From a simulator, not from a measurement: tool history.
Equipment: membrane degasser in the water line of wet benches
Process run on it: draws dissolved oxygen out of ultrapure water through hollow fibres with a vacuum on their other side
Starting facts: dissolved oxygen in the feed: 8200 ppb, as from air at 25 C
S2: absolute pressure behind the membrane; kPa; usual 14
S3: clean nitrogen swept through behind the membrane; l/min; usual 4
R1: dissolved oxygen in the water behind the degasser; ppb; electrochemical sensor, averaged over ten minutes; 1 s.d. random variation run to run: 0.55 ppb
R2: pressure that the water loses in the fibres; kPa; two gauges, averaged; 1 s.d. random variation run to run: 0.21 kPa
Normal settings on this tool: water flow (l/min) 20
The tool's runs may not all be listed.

Run 1, day 0: usual settings. Result: R1 139.3 ppb, R2 53.77 kPa.
Run 2, day 4.362: usual settings but S3 1.9 l/min. Result: R1 274.2 ppb, R2 54.02 kPa.
Run 3, day 13.233: usual settings but water flow (l/min) 16. Result: R1 110.9 ppb, R2 43 kPa.
At day 17.008: vacuum gauge calibrated.
Run 4, day 22.896: usual settings but water flow (l/min) 25. Result: R1 181.2 ppb, R2 67.45 kPa.
Run 5, day 31.308: usual settings but water flow (l/min) 25, S2 28.4 kPa. Result: R1 388.1 ppb, R2 67.71 kPa.
Run 6, day 41.854: usual settings. Result: R1 141.9 ppb, R2 54.34 kPa.
Run 7, day 52.233: usual settings. Result: R1 141.4 ppb, R2 54.27 kPa.
At day 53.875: vacuum gauge calibrated, once more.
Run 8, day 59.879: usual settings but S2 32 kPa. Result: R1 344 ppb, R2 54.68 kPa.
Run 9, day 67.704: usual settings but water flow (l/min) 19. Result: R1 129.5 ppb, R2 52.07 kPa.
Run 10, day 76.762: usual settings but water flow (l/min) 31, S3 3.85 l/min. Result: R1 239.9 ppb, R2 85.11 kPa.
Run 11, day 87.083: usual settings but water flow (l/min) 13, S3 11.84 l/min. Result: R1 30.8 ppb, R2 35.7 kPa.
Run 12, day 96.267: usual settings but water flow (l/min) 13, S3 11.84 l/min. Result: R1 30.3 ppb, R2 35.51 kPa.

Alternative continuations, all from the tool just after run 12; predict every row:
Run A, day 102.071: usual settings but water flow (l/min) 14, S2 8.4 kPa, S3 2.05 l/min. Result: R1 ?, R2 ?.
Run B, day 102.071: usual settings but water flow (l/min) 17. Result: R1 ?, R2 ?.
Run C, day 102.071: usual settings but water flow (l/min) 30, S2 23.8 kPa, S3 11.14 l/min. Result: R1 ?, R2 ?.
Run D, day 102.071: usual settings but water flow (l/min) 22, S3 4.32 l/min. Result: R1 ?, R2 ?.
Run E, day 102.071: usual settings but water flow (l/min) 17, S3 11.84 l/min. Result: R1 ?, R2 ?.

run     R1     R2
  A   87.4  38.29
  B  115.2  46.44
  C  169.6  82.69
  D  143.3  60.83
  E   41.9  46.73
The same runs, with their run-to-run variation unchanged, on a tool lacking any hidden condition would have given:
run     R1     R2
  A   85.5  35.01
  B  112.6  42.44
  C  155.4  75.63
  D  137.6  55.63
  E   40.1  42.74
